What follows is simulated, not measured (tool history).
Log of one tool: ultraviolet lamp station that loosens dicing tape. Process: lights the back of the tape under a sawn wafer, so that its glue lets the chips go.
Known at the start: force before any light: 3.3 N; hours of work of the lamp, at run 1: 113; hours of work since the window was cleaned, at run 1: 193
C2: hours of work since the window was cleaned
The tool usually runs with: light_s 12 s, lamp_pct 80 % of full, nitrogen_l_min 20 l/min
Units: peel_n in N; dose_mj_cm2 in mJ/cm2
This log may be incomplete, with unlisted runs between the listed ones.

{"run": 1, "day": 0.0, "light_s": 12, "lamp_pct": 80, "nitrogen_l_min": 20, "hours of work of the lamp": 113, "C2": 193, "peel_n": 0.269, "dose_mj_cm2": 361}
{"run": 2, "day": 0.779, "light_s": 12, "lamp_pct": 80, "nitrogen_l_min": 20, "hours of work of the lamp": 122, "C2": 202, "peel_n": 0.262, "dose_mj_cm2": 360}
{"run": 3, "day": 1.446, "light_s": 12, "lamp_pct": 80, "nitrogen_l_min": 20, "hours of work of the lamp": 129, "C2": 209, "peel_n": 0.264, "dose_mj_cm2": 359}
{"run": 4, "day": 2.371, "light_s": 12, "lamp_pct": 80, "nitrogen_l_min": 20, "hours of work of the lamp": 140, "C2": 220, "peel_n": 0.276, "dose_mj_cm2": 358}
{"run": 5, "day": 2.988, "light_s": 12, "lamp_pct": 80, "nitrogen_l_min": 11, "hours of work of the lamp": 147, "C2": 227, "peel_n": 0.351, "dose_mj_cm2": 352}
{"run": 6, "day": 3.392, "light_s": 12, "lamp_pct": 80, "nitrogen_l_min": 11, "hours of work of the lamp": 151, "C2": 231, "peel_n": 0.356, "dose_mj_cm2": 354}
{"run": 7, "day": 4.271, "light_s": 12, "lamp_pct": 80, "nitrogen_l_min": 11, "hours of work of the lamp": 161, "C2": 241, "peel_n": 0.371, "dose_mj_cm2": 354}
{"run": 8, "day": 4.688, "light_s": 12, "lamp_pct": 66, "nitrogen_l_min": 20, "hours of work of the lamp": 166, "C2": 246, "peel_n": 0.351, "dose_mj_cm2": 290}
{"run": 9, "day": 5.583, "light_s": 12, "lamp_pct": 66, "nitrogen_l_min": 20, "hours of work of the lamp": 176, "C2": 256, "peel_n": 0.357, "dose_mj_cm2": 290}
{"run": 10, "day": 6.258, "light_s": 12, "lamp_pct": 66, "nitrogen_l_min": 20, "hours of work of the lamp": 184, "C2": 264, "peel_n": 0.344, "dose_mj_cm2": 288}
{"run": 11, "day": 6.862, "light_s": 12, "lamp_pct": 60, "nitrogen_l_min": 9, "hours of work of the lamp": 191, "C2": 271, "peel_n": 0.614, "dose_mj_cm2": 262}
{"run": 12, "day": 7.425, "light_s": 8, "lamp_pct": 80, "nitrogen_l_min": 7, "hours of work of the lamp": 197, "C2": 277, "peel_n": 0.798, "dose_mj_cm2": 236}
{"run": 13, "day": 8.346, "light_s": 6, "lamp_pct": 80, "nitrogen_l_min": 15, "hours of work of the lamp": 207, "C2": 287, "peel_n": 0.844, "dose_mj_cm2": 176}
{"run": 14, "day": 8.992, "light_s": 14, "lamp_pct": 79, "nitrogen_l_min": 13, "hours of work of the lamp": 215, "C2": 295, "peel_n": 0.275, "dose_mj_cm2": 401}
{"run": 15, "day": 9.642, "light_s": 15, "lamp_pct": 68, "nitrogen_l_min": 6, "hours of work of the lamp": 222, "C2": 302, "peel_n": 0.456, "dose_mj_cm2": 363}
{"run": 16, "day": 10.479, "light_s": 15, "lamp_pct": 68, "nitrogen_l_min": 6, "hours of work of the lamp": 232, "C2": 312, "peel_n": 0.482, "dose_mj_cm2": 361}
{"run": 17, "day": 10.879, "light_s": 13, "lamp_pct": 62, "nitrogen_l_min": 31, "hours of work of the lamp": 236, "C2": 316, "peel_n": 0.305, "dose_mj_cm2": 282}
{"run": 18, "day": 11.75, "light_s": 17, "lamp_pct": 62, "nitrogen_l_min": 8, "hours of work of the lamp": 246, "C2": 326, "peel_n": 0.381, "dose_mj_cm2": 378}

Per-run results on a tool with no hidden state, each run keeping its own random variation:
Hidden state at play: lamp's light, % of a new lamp's; light that the window lets through, % of a clean one's; drift of the gauge itself on peel_n, %; drift of the gauge itself on dose_mj_cm2, %.
run=1 peel_n=0.245 dose_mj_cm2=390
run=2 peel_n=0.238 dose_mj_cm2=390
run=3 peel_n=0.239 dose_mj_cm2=391
run=4 peel_n=0.248 dose_mj_cm2=392
run=5 peel_n=0.306 dose_mj_cm2=387
run=6 peel_n=0.311 dose_mj_cm2=389
run=7 peel_n=0.322 dose_mj_cm2=391
run=8 peel_n=0.304 dose_mj_cm2=321
run=9 peel_n=0.307 dose_mj_cm2=322
run=10 peel_n=0.294 dose_mj_cm2=321
run=11 peel_n=0.522 dose_mj_cm2=293
run=12 peel_n=0.688 dose_mj_cm2=264
run=13 peel_n=0.725 dose_mj_cm2=198
run=14 peel_n=0.237 dose_mj_cm2=453
run=15 peel_n=0.378 dose_mj_cm2=411
run=16 peel_n=0.398 dose_mj_cm2=411
run=17 peel_n=0.257 dose_mj_cm2=322
run=18 peel_n=0.313 dose_mj_cm2=433

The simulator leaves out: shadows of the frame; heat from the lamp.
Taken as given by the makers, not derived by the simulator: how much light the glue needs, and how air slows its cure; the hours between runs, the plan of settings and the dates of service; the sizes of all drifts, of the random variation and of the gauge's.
